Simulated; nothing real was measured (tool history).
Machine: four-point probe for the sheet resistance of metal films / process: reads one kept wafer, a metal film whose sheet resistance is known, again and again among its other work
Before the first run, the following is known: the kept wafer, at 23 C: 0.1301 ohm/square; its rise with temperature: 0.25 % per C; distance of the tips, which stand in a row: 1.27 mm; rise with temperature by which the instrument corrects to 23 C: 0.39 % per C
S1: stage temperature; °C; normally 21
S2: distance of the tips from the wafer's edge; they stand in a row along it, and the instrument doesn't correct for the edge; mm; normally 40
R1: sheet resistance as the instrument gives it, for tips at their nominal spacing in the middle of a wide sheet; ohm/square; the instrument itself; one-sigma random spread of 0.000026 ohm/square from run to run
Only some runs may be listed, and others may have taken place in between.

{"run": 1, "hour": 0.0, "S1": 21, "S2": 40, "R1": 0.130402}
{"hour": 12.4, "done": "stage's thermometer calibrated"}
{"run": 2, "hour": 102.1, "S1": 21, "S2": 64, "R1": 0.130419}
{"run": 3, "hour": 224.9, "S1": 21, "S2": 64, "R1": 0.130492}
{"hour": 273.3, "done": "stage's thermometer calibrated, once more"}
{"run": 4, "hour": 356.2, "S1": 21, "S2": 64, "R1": 0.130425}
{"run": 5, "hour": 472.6, "S1": 21, "S2": 64, "R1": 0.13052}
{"run": 6, "hour": 562.4, "S1": 21, "S2": 64, "R1": 0.130533}
{"run": 7, "hour": 622.8, "S1": 21, "S2": 64, "R1": 0.130563}
{"run": 8, "hour": 747.3, "S1": 21, "S2": 64, "R1": 0.130633}
{"run": 9, "hour": 842.5, "S1": 21, "S2": 64, "R1": 0.130707}
{"run": 10, "hour": 928.4, "S1": 21, "S2": 64, "R1": 0.130774}
{"run": 11, "hour": 1027.0, "S1": 21, "S2": 64, "R1": 0.13082}
{"run": 12, "hour": 1151.1, "S1": 21, "S2": 64, "R1": 0.130847}
{"run": 13, "hour": 1240.6, "S1": 21, "S2": 53, "R1": 0.130958}
{"run": 14, "hour": 1312.1, "S1": 21, "S2": 53, "R1": 0.13102}
{"run": 15, "hour": 1419.9, "S1": 21, "S2": 53, "R1": 0.13109}
{"run": 16, "hour": 1509.7, "S1": 21, "S2": 40, "R1": 0.131135}
{"run": 17, "hour": 1612.6, "S1": 21, "S2": 32, "R1": 0.131249}
{"run": 18, "hour": 1716.4, "S1": 21, "S2": 32, "R1": 0.131328}
{"run": 19, "hour": 1775.2, "S1": 21, "S2": 32, "R1": 0.1313}
{"run": 20, "hour": 1844.8, "S1": 30, "S2": 13, "R1": 0.130308}
{"run": 21, "hour": 1900.2, "S1": 25, "S2": 11, "R1": 0.131482}
{"run": 22, "hour": 1961.5, "S1": 25, "S2": 11, "R1": 0.131503}
{"run": 23, "hour": 2040.4, "S1": 18, "S2": 4, "R1": 0.1387}
{"run": 24, "hour": 2143.5, "S1": 25, "S2": 24, "R1": 0.130905}
{"run": 25, "hour": 2257.4, "S1": 26, "S2": 40, "R1": 0.130638}
{"run": 26, "hour": 2332.4, "S1": 26, "S2": 40, "R1": 0.130697}
{"run": 27, "hour": 2436.6, "S1": 26, "S2": 40, "R1": 0.130736}
{"run": 28, "hour": 2495.3, "S1": 19, "S2": 9, "R1": 0.133416}
{"run": 29, "hour": 2619.8, "S1": 21, "S2": 9, "R1": 0.133121}
{"run": 30, "hour": 2725.6, "S1": 27, "S2": 33, "R1": 0.130796}
{"run": 31, "hour": 2810.6, "S1": 27, "S2": 33, "R1": 0.130808}
{"run": 32, "hour": 2896.9, "S1": 27, "S2": 59, "R1": 0.130806}
{"run": 33, "hour": 2971.9, "S1": 27, "S2": 59, "R1": 0.130895}
{"run": 34, "hour": 3087.6, "S1": 25, "S2": 4, "R1": 0.137989}
{"run": 35, "hour": 3189.0, "S1": 20, "S2": 40, "R1": 0.132289}
{"run": 36, "hour": 3267.3, "S1": 33, "S2": 58, "R1": 0.13}

Below, some changes in R1 between adjacent runs. For each, the amount present without the hidden state too (settings, incoming material, random variation) and the amount remaining for the hidden state with gauge scatter not shared by both compared results:
What the log doesn't record here: inner tips' distance over the nominal, %; tips' flats over new ones', %; wafer's true temperature over the reading, C; drift of the gauge itself on sheet_ohm, %.
Run 3 -> 4: stage's thermometer calibrated, once more. R1 -0.000067 ohm/square: hidden state -0.000091, all else +0.000024.
Run 22 -> 23: S1 25 -> 18, S2 11 -> 4. R1 +0.007197 ohm/square: hidden state +0.000096, all else +0.007101.
Run 23 -> 24: S1 18 -> 25, S2 4 -> 24. R1 -0.007795 ohm/square: hidden state +0.000008, all else -0.007803.
Run 33 -> 34: S1 27 -> 25, S2 59 -> 4. R1 +0.007094 ohm/square: hidden state +0.000143, all else +0.006951.
